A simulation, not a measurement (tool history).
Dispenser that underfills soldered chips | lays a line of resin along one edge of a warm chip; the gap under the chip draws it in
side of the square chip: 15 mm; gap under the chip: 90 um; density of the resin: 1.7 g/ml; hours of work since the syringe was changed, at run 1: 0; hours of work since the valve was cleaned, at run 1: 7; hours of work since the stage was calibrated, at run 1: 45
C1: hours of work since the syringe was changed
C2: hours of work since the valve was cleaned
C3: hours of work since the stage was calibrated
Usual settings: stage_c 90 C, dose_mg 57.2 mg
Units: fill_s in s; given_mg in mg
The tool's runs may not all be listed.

run 1 hour=0 | stage_c=90 dose_mg=57.2 | C1=0 C2=7 C3=45 | fill_s=65.8 given_mg=57.05
run 2 hour=3.1 | stage_c=90 dose_mg=57.2 | C1=2 C2=8 C3=46 | fill_s=77.3 given_mg=57.18
run 3 hour=8.8 | stage_c=90 dose_mg=57.2 | C1=5 C2=12 C3=50 | fill_s=99.3 given_mg=57.18
run 4 hour=13.1 | stage_c=90 dose_mg=57.2 | C1=8 C2=14 C3=52 | fill_s=115.8 given_mg=56.89
-- hour=14.7 new syringe of resin
run 5 hour=18.9 | stage_c=90 dose_mg=57.2 | C1=3 C2=18 C3=56 | fill_s=77 given_mg=56.52
run 6 hour=24.8 | stage_c=90 dose_mg=57.2 | C1=6 C2=21 C3=59 | fill_s=99.6 given_mg=56.75
run 7 hour=28.2 | stage_c=90 dose_mg=57.2 | C1=8 C2=23 C3=61 | fill_s=114.2 given_mg=56.91
-- hour=29.6 new syringe of resin
run 8 hour=34.8 | stage_c=90 dose_mg=57.2 | C1=3 C2=27 C3=65 | fill_s=80.8 given_mg=56.5
run 9 hour=38.2 | stage_c=90 dose_mg=49.9 | C1=5 C2=29 C3=67 | fill_s=94.9 given_mg=49.45
run 10 hour=43.1 | stage_c=90 dose_mg=61.2 | C1=8 C2=32 C3=70 | fill_s=113.5 given_mg=60.54
-- hour=44.2 new syringe of resin
run 11 hour=49.8 | stage_c=90 dose_mg=61.2 | C1=3 C2=36 C3=74 | fill_s=84.5 given_mg=60.18
run 12 hour=54.9 | stage_c=90 dose_mg=61.2 | C1=6 C2=39 C3=77 | fill_s=104.2 given_mg=60.1
-- hour=58.8 new syringe of resin
run 13 hour=60.8 | stage_c=90 dose_mg=63.4 | C1=1 C2=42 C3=81 | fill_s=71.6 given_mg=62.11
run 14 hour=66.6 | stage_c=83 dose_mg=49.3 | C1=5 C2=46 C3=84 | fill_s=125.7 given_mg=48.31
run 15 hour=70.5 | stage_c=83 dose_mg=49.3 | C1=7 C2=48 C3=86 | fill_s=149.1 given_mg=48.16
-- hour=73.9 new syringe of resin
run 16 hour=77.4 | stage_c=83 dose_mg=49.3 | C1=2 C2=52 C3=90 | fill_s=103.3 given_mg=48.17
run 17 hour=80.4 | stage_c=87 dose_mg=51.7 | C1=4 C2=54 C3=92 | fill_s=97.8 given_mg=50.49
run 18 hour=87.4 | stage_c=98 dose_mg=71.8 | C1=8 C2=58 C3=96 | fill_s=82.7 given_mg=69.88
-- hour=88.6 new syringe of resin
run 19 hour=94.5 | stage_c=94 dose_mg=61.2 | C1=4 C2=62 C3=101 | fill_s=70.3 given_mg=59.45
-- hour=99.8 dispensing valve cleaned and set on the balance
run 20 hour=101.4 | stage_c=80 dose_mg=65.1 | C1=7 C2=1 C3=104 | fill_s=159.6 given_mg=64.7
-- hour=104.4 new syringe of resin
run 21 hour=105 | stage_c=80 dose_mg=65.1 | C1=0 C2=3 C3=106 | fill_s=97.2 given_mg=65.02

Forecast each of these 3 alternatives for the next run:
run A hour=110.2 | stage_c=81 dose_mg=65.3 | C1=4 C2=6 C3=109 | fill_s=? given_mg=?
run B hour=110.2 | stage_c=92 dose_mg=57.2 | C1=4 C2=6 C3=109 | fill_s=? given_mg=?
run C hour=110.2 | stage_c=80 dose_mg=66.4 | C1=4 C2=6 C3=109 | fill_s=? given_mg=?

run=A fill_s=115.5 given_mg=64.74
run=B fill_s=77 given_mg=56.74
run=C fill_s=123 given_mg=66.15
Without the tool's hidden state the same runs would have given:
run=A fill_s=92.5 given_mg=65.11
run=B fill_s=61.7 given_mg=57.06
run=C fill_s=98.6 given_mg=66.52

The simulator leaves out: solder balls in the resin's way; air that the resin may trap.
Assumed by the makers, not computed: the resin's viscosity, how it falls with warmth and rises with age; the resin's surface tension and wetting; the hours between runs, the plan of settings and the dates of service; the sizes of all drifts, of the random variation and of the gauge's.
